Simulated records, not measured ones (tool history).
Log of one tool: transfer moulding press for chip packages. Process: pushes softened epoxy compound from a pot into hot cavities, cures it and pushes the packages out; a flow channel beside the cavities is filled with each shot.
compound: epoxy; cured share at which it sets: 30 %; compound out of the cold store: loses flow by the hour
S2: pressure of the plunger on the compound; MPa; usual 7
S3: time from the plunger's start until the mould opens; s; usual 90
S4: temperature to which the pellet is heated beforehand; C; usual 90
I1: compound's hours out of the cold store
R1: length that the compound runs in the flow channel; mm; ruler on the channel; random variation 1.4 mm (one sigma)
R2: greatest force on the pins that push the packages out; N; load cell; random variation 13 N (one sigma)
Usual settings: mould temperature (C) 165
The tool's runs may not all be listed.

Run 1, day 0: usual settings; I1 16.9. Result: R1 921 mm, R2 667 N.
Run 2, day 1.058: usual settings; I1 26.6. Result: R1 877 mm, R2 886 N.
Run 3, day 2.854: usual settings but S3 97 s; I1 46.1. Result: R1 807 mm, R2 825 N.
At day 3.625: cavities cleaned with cleaning compound and waxed.
Run 4, day 4.442: usual settings but S3 97 s; I1 18.5. Result: R1 905 mm, R2 731 N.
Run 5, day 5.3: usual settings but S3 97 s; I1 30.2. Result: R1 857 mm, R2 813 N.
Run 6, day 7.029: usual settings but S3 97 s; I1 44.9. Result: R1 802 mm, R2 871 N.
At day 7.271: cavities cleaned with cleaning compound and waxed.
Run 7, day 8.2: usual settings but S3 97 s; I1 30.4. Result: R1 847 mm, R2 729 N.
At day 8.633: plunger's sealing rings changed.
Run 8, day 9.829: usual settings but S2 6.78 MPa; I1 39.8. Result: R1 822 mm, R2 972 N.
At day 11.108: cavities cleaned with cleaning compound and waxed.
Run 9, day 11.358: usual settings but S2 6.81 MPa; I1 31.3. Result: R1 855 mm, R2 728 N.
Run 10, day 12.425: usual settings but S2 6.81 MPa; I1 42.3. Result: R1 813 mm, R2 893 N.
Run 11, day 13.746: usual settings but mould temperature (C) 158; I1 35.1. Result: R1 871 mm, R2 1619 N.
At day 14.671: cavities cleaned with cleaning compound and waxed.
Run 12, day 15.058: usual settings but mould temperature (C) 158; I1 8.2. Result: R1 978 mm, R2 1401 N.
Run 13, day 16.488: usual settings but S2 5.83 MPa; I1 18.7. Result: R1 830 mm, R2 970 N.
At day 18.288: cavities cleaned with cleaning compound and waxed.
Run 14, day 18.288: usual settings but S2 5.83 MPa; I1 16.4. Result: R1 832 mm, R2 714 N.
Run 15, day 19.733: usual settings but mould temperature (C) 171, S2 5.35 MPa, S3 95 s, S4 95 C; I1 10.4. Result: R1 802 mm, R2 676 N.
Run 16, day 20.542: usual settings but S2 5.44 MPa, S4 96 C; I1 40.1. Result: R1 720 mm, R2 944 N.
At day 21.379: plunger's sealing rings changed.
At day 21.992: cavities cleaned with cleaning compound and waxed.
Run 17, day 21.992: usual settings but mould temperature (C) 170, S2 5.44 MPa, S3 124 s, S4 96 C; I1 45.4. Result: R1 713 mm, R2 435 N.
Run 18, day 23.621: usual settings but mould temperature (C) 167, S2 5.44 MPa, S3 118 s, S4 95 C; I1 14.2. Result: R1 821 mm, R2 643 N.
Run 19, day 25.279: usual settings but mould temperature (C) 167, S2 5.44 MPa, S3 118 s, S4 95 C; I1 29.1. Result: R1 768 mm, R2 719 N.
At day 25.642: cavities cleaned with cleaning compound and waxed.
Run 20, day 27.017: usual settings but mould temperature (C) 159, S4 84 C; I1 35.5. Result: R1 867 mm, R2 1482 N.
Run 21, day 28.175: usual settings but S4 80 C; I1 44.5. Result: R1 816 mm, R2 1006 N.
At day 29.262: cavities cleaned with cleaning compound and waxed.
Run 22, day 29.892: usual settings but mould temperature (C) 168, S3 96 s, S4 95 C; I1 16.2. Result: R1 909 mm, R2 644 N.
Run 23, day 31.758: usual settings but mould temperature (C) 168, S3 96 s, S4 95 C; I1 44.8. Result: R1 799 mm, R2 735 N.
At day 32.892: cavities cleaned with cleaning compound and waxed.
Run 24, day 32.9: usual settings but mould temperature (C) 166, S3 96 s, S4 86 C; I1 37.1. Result: R1 832 mm, R2 565 N.
Run 25, day 34.038: usual settings but S2 7.62 MPa, S3 93 s; I1 25.6. Result: R1 911 mm, R2 854 N.
At day 34.279: plunger's sealing rings changed.
Run 26, day 35.733: usual settings but S2 5.5 MPa, S3 122 s, S4 85 C; I1 32.7. Result: R1 770 mm, R2 712 N.
At day 36.558: cavities cleaned with cleaning compound and waxed.
Run 27, day 37.479: usual settings but S3 95 s, S4 98 C; I1 9.6. Result: R1 956 mm, R2 794 N.
Run 28, day 38.708: usual settings but S2 8.62 MPa, S3 95 s, S4 98 C; I1 32.7. Result: R1 952 mm, R2 894 N.

Forecast each of these 4 alternatives for the next run:
Run A, day 39.904: usual settings but mould temperature (C) 166, S2 8.46 MPa; I1 17.6. Result: R1 ?, R2 ?.
Run B, day 39.904: usual settings but mould temperature (C) 173, S2 6.77 MPa, S3 95 s, S4 98 C; I1 43. Result: R1 ?, R2 ?.
Run C, day 39.904: usual settings but S2 7.09 MPa; I1 27.6. Result: R1 ?, R2 ?.
Run D, day 39.904: usual settings but S2 5.39 MPa; I1 41.5. Result: R1 ?, R2 ?.

run    R1    R2
  A  1007  1025
  B   788   719
  C   885  1082
  D   727  1018
Without the tool's hidden state the same runs would have given:
run    R1   R2
  A  1020  634
  B   798  452
  C   896  666
  D   736  628

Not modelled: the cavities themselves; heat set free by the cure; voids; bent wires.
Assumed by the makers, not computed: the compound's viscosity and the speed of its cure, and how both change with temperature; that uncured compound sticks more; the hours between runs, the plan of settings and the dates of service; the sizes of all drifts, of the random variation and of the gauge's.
